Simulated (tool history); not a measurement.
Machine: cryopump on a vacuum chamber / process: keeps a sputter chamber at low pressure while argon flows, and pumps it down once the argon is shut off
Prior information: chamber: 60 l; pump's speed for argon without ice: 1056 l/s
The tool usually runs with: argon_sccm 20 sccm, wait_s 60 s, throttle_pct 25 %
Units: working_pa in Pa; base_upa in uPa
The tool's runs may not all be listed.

run,hour,argon_sccm,wait_s,throttle_pct,working_pa,base_upa
1,0,20,60,25,0.1307,1.16
2,61.8,20,60,25,0.1311,1.24
3,102.2,20,60,26,0.1258,1.26
4,139.8,20,60,26,0.1263,1.24
5,187.9,20,60,26,0.1275,1.3
6,218.3,20,60,48,0.0709,1.33
7,283.4,20,60,16,0.2056,1.41
8,317.3,20,60,36,0.0934,1.41
9,351.4,20,60,36,0.0931,1.42
10,387,20,60,34,0.1002,1.48
11,446.1,20,60,34,0.1006,1.46
12,478.8,20,219,25,0.1331,1.01
13,539.3,20,219,25,0.1356,1.12
14,601.7,20,219,25,0.1359,1.17
15,661.5,20,60,36,0.0971,1.67
16,691.6,20,180,36,0.0976,1.29
17,762.1,15,132,31,0.0843,1.36
18,792.7,8,103,31,0.0451,1.51
19,836.8,20,170,53,0.0694,1.38
20,869.1,20,60,29,0.12,1.82
21,934.8,20,60,29,0.1204,1.86
22,1005.5,36,34,16,0.3823,2.42
23,1050.1,36,34,16,0.3818,2.56
24,1090.6,11,34,17,0.1105,2.49
25,1131.4,12,43,28,0.0773,2.36
26,1162.9,28,43,41,0.126,2.41
27,1231.6,28,43,41,0.128,2.39
28,1288.4,9,229,40,0.0424,1.75
29,1354,9,229,40,0.0428,1.86
30,1418.9,32,36,18,0.3092,2.73
31,1458.2,36,60,50,0.1451,2.43

Each row is a separate what-if for the run after 31, all from the same tool condition, not one after another. Results?
# hour 1467: pump warmed up, emptied and cooled again
A,1512.5,20,221,25,?,?
# hour 1467: pump warmed up, emptied and cooled again
B,1512.5,10,60,50,?,?
# hour 1467: pump warmed up, emptied and cooled again
C,1512.5,21,208,35,?,?

run,working_pa,base_upa
A,0.1306,1.48
B,0.0323,1.92
C,0.0984,1.49
Without the tool's hidden state the same runs would have given:
run,working_pa,base_upa
A,0.129,0.47
B,0.0315,0.93
C,0.0968,0.49
